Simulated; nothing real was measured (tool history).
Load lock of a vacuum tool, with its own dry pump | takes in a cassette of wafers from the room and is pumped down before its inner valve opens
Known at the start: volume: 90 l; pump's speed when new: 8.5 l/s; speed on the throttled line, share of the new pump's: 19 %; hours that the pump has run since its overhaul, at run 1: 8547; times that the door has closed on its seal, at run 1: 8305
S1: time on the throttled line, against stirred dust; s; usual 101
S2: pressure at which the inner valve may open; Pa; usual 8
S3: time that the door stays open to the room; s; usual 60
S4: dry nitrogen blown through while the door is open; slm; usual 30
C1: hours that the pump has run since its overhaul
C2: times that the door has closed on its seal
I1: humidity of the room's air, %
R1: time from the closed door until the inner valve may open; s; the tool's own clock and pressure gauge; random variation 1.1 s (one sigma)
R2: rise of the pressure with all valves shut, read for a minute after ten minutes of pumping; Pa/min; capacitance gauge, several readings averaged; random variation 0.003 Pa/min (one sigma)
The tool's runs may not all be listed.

{"run": 1, "day": 0.0, "S1": 101, "S2": 8, "S3": 60, "S4": 30, "C1": 8547, "C2": 8305, "I1": 43.6, "R1": 193.1, "R2": 0.037}
{"run": 2, "day": 21.183, "S1": 101, "S2": 8, "S3": 60, "S4": 30, "C1": 9055, "C2": 8942, "I1": 48.0, "R1": 195.2, "R2": 0.04}
{"run": 3, "day": 45.046, "S1": 101, "S2": 8, "S3": 60, "S4": 30, "C1": 9628, "C2": 9660, "I1": 46.6, "R1": 196.2, "R2": 0.037}
{"run": 4, "day": 61.854, "S1": 101, "S2": 8, "S3": 60, "S4": 30, "C1": 10032, "C2": 10165, "I1": 45.3, "R1": 194.4, "R2": 0.04}
{"run": 5, "day": 73.992, "S1": 197, "S2": 8, "S3": 60, "S4": 30, "C1": 10323, "C2": 10530, "I1": 48.7, "R1": 270.4, "R2": 0.044}
{"run": 6, "day": 100.288, "S1": 101, "S2": 6, "S3": 60, "S4": 30, "C1": 10954, "C2": 11321, "I1": 46.0, "R1": 202.5, "R2": 0.047}
{"run": 7, "day": 121.721, "S1": 101, "S2": 8, "S3": 60, "S4": 30, "C1": 11468, "C2": 11965, "I1": 46.5, "R1": 198.6, "R2": 0.05}
{"run": 8, "day": 136.029, "S1": 101, "S2": 8, "S3": 29, "S4": 30, "C1": 11812, "C2": 12395, "I1": 44.3, "R1": 199.2, "R2": 0.043}
{"run": 9, "day": 159.721, "S1": 101, "S2": 8, "S3": 29, "S4": 30, "C1": 12380, "C2": 13108, "I1": 43.6, "R1": 198.0, "R2": 0.046}
{"run": 10, "day": 180.708, "S1": 101, "S2": 8, "S3": 29, "S4": 30, "C1": 12884, "C2": 13739, "I1": 43.5, "R1": 200.4, "R2": 0.047}
{"run": 11, "day": 202.796, "S1": 101, "S2": 8, "S3": 60, "S4": 30, "C1": 13414, "C2": 14403, "I1": 45.9, "R1": 205.3, "R2": 0.054}
{"run": 12, "day": 222.129, "S1": 101, "S2": 8, "S3": 60, "S4": 30, "C1": 13878, "C2": 14984, "I1": 42.5, "R1": 203.6, "R2": 0.057}
{"day": 245.738, "done": "dry pump taken out, an overhauled one fitted"}
{"run": 13, "day": 246.288, "S1": 101, "S2": 8, "S3": 60, "S4": 30, "C1": 13, "C2": 15703, "I1": 45.6, "R1": 182.8, "R2": 0.064}
{"run": 14, "day": 259.392, "S1": 101, "S2": 8, "S3": 60, "S4": 13, "C1": 328, "C2": 16097, "I1": 43.7, "R1": 183.7, "R2": 0.073}
{"run": 15, "day": 285.121, "S1": 101, "S2": 8, "S3": 60, "S4": 13, "C1": 945, "C2": 16870, "I1": 44.5, "R1": 184.3, "R2": 0.07}
{"run": 16, "day": 303.546, "S1": 101, "S2": 8, "S3": 60, "S4": 13, "C1": 1387, "C2": 17424, "I1": 44.8, "R1": 184.2, "R2": 0.077}
{"run": 17, "day": 321.171, "S1": 101, "S2": 11, "S3": 60, "S4": 4, "C1": 1810, "C2": 17954, "I1": 48.5, "R1": 183.0, "R2": 0.087}
{"run": 18, "day": 346.267, "S1": 101, "S2": 11, "S3": 60, "S4": 4, "C1": 2413, "C2": 18709, "I1": 45.6, "R1": 183.9, "R2": 0.09}
{"run": 19, "day": 366.0, "S1": 101, "S2": 11, "S3": 60, "S4": 4, "C1": 2886, "C2": 19302, "I1": 45.4, "R1": 181.8, "R2": 0.098}
{"run": 20, "day": 377.854, "S1": 101, "S2": 11, "S3": 46, "S4": 4, "C1": 3171, "C2": 19658, "I1": 45.5, "R1": 183.4, "R2": 0.087}
{"run": 21, "day": 398.696, "S1": 101, "S2": 11, "S3": 46, "S4": 4, "C1": 3671, "C2": 20285, "I1": 46.3, "R1": 184.9, "R2": 0.097}
{"run": 22, "day": 417.688, "S1": 75, "S2": 16, "S3": 174, "S4": 8, "C1": 4127, "C2": 20856, "I1": 46.3, "R1": 161.3, "R2": 0.136}
{"run": 23, "day": 429.904, "S1": 75, "S2": 16, "S3": 174, "S4": 8, "C1": 4420, "C2": 21223, "I1": 44.1, "R1": 160.4, "R2": 0.132}
{"run": 24, "day": 446.592, "S1": 75, "S2": 7, "S3": 27, "S4": 33, "C1": 4821, "C2": 21725, "I1": 46.9, "R1": 172.4, "R2": 0.075}
{"run": 25, "day": 462.55, "S1": 75, "S2": 14, "S3": 27, "S4": 6, "C1": 5203, "C2": 22205, "I1": 44.1, "R1": 163.7, "R2": 0.084}
{"run": 26, "day": 483.488, "S1": 101, "S2": 7, "S3": 60, "S4": 30, "C1": 5706, "C2": 22834, "I1": 46.1, "R1": 193.7, "R2": 0.091}
{"run": 27, "day": 498.475, "S1": 147, "S2": 6, "S3": 72, "S4": 30, "C1": 6066, "C2": 23285, "I1": 44.0, "R1": 233.3, "R2": 0.094}
{"run": 28, "day": 512.742, "S1": 61, "S2": 6, "S3": 77, "S4": 40, "C1": 6408, "C2": 23714, "I1": 44.3, "R1": 163.4, "R2": 0.092}
{"run": 29, "day": 534.5, "S1": 61, "S2": 6, "S3": 77, "S4": 40, "C1": 6930, "C2": 24368, "I1": 49.9, "R1": 166.0, "R2": 0.093}
{"run": 30, "day": 554.246, "S1": 85, "S2": 9, "S3": 74, "S4": 30, "C1": 7404, "C2": 24962, "I1": 46.7, "R1": 178.1, "R2": 0.102}
{"run": 31, "day": 576.958, "S1": 133, "S2": 8, "S3": 45, "S4": 11, "C1": 7949, "C2": 25645, "I1": 43.9, "R1": 222.9, "R2": 0.105}
{"run": 32, "day": 588.954, "S1": 101, "S2": 8, "S3": 56, "S4": 30, "C1": 8237, "C2": 26005, "I1": 44.5, "R1": 195.7, "R2": 0.098}

The same runs without the tool's hidden state, with the same run-to-run variation:
The hidden state here: pump's speed, % of a new pump's; leak at the door's seal, Pa l/s; drift of the gauge itself on ready_s, %; drift of the gauge itself on rise_pa_min, %.
run=1 R1=182.7 R2=0.016
run=2 R1=183.6 R2=0.018
run=3 R1=183.6 R2=0.013
run=4 R1=181.3 R2=0.015
run=5 R1=260.0 R2=0.018
run=6 R1=187.1 R2=0.018
run=7 R1=182.9 R2=0.019
run=8 R1=182.9 R2=0.011
run=9 R1=180.9 R2=0.011
run=10 R1=182.2 R2=0.010
run=11 R1=185.7 R2=0.014
run=12 R1=183.3 R2=0.016
run=13 R1=182.9 R2=0.020
run=14 R1=183.3 R2=0.028
run=15 R1=183.1 R2=0.022
run=16 R1=182.4 R2=0.028
run=17 R1=180.7 R2=0.037
run=18 R1=180.7 R2=0.036
run=19 R1=178.1 R2=0.041
run=20 R1=179.3 R2=0.029
run=21 R1=180.1 R2=0.035
run=22 R1=155.8 R2=0.074
run=23 R1=154.5 R2=0.069
run=24 R1=165.0 R2=0.011
run=25 R1=156.3 R2=0.017
run=26 R1=185.3 R2=0.022
run=27 R1=224.9 R2=0.023
run=28 R1=152.7 R2=0.017
run=29 R1=154.2 R2=0.016
run=30 R1=167.0 R2=0.022
run=31 R1=211.8 R2=0.023
run=32 R1=183.1 R2=0.015
